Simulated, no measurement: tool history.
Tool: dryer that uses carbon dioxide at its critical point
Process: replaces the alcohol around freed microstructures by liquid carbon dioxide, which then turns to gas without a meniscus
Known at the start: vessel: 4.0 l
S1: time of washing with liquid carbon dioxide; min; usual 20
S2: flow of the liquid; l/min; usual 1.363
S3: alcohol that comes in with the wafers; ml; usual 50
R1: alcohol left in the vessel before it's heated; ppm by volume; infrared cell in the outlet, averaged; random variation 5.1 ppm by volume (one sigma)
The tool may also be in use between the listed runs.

run	day	S1	S2	S3	R1
1	0.000	20	1.363	50	88
2	1.050	17	1.363	50	178
3	2.192	14	1.363	50	361
4	4.075	14	1.363	50	397
5	5.575	14	1.363	50	414
6	7.479	14	1.363	50	405
7	9.288	23	1.363	50	76
8	11.029	23	1.363	50	72
9	13.096	23	1.363	50	82
10	15.558	23	1.363	50	82
11	17.408	23	1.363	50	97
12	19.408	23	1.363	50	99
13	20.554	23	1.363	50	104
14	22.767	20	1.363	52	177
15	24.750	20	1.480	50	139
16	26.000	20	1.480	50	147
17	27.162	20	1.870	62	83
# day 27.388: inlet filter changed
18	28.938	20	1.870	62	75
19	31.367	19	1.870	25	70
20	32.675	23	1.810	50	77
21	34.950	30	1.190	56	91
22	36.779	30	1.190	56	78
23	37.838	19	1.060	59	401
24	39.488	20	1.540	29	104
25	41.604	21	1.640	36	111
26	44.021	21	1.640	36	103
27	45.604	21	1.640	36	111
28	47.988	21	1.740	36	111
29	49.538	16	2.110	26	121
30	50.862	17	1.363	27	207
31	53.096	17	1.363	27	207
32	55.471	18	1.040	59	660

Some steps in R1 between neighbouring runs. How much of each would the tool show without its hidden state too (settings, what came in, random variation), and how much is left for the hidden state, with any gauge scatter that isn't in both results?
The hidden state here: flow that reaches the vessel past the clogged filter, %; alcohol in the recycled carbon dioxide, ppm; drift of the gauge itself on alcohol_ppm, %.
Run 6 -> 7: S1 14 -> 23. R1 -329 ppm by volume: hidden state -88, all else -241.
Run 22 -> 23: S1 30 -> 19, S2 1.190 -> 1.060, S3 56 -> 59. R1 +323 ppm by volume: hidden state +53, all else +270.
Run 31 -> 32: S1 17 -> 18, S2 1.363 -> 1.040, S3 27 -> 59. R1 +453 ppm by volume: hidden state +149, all else +304.
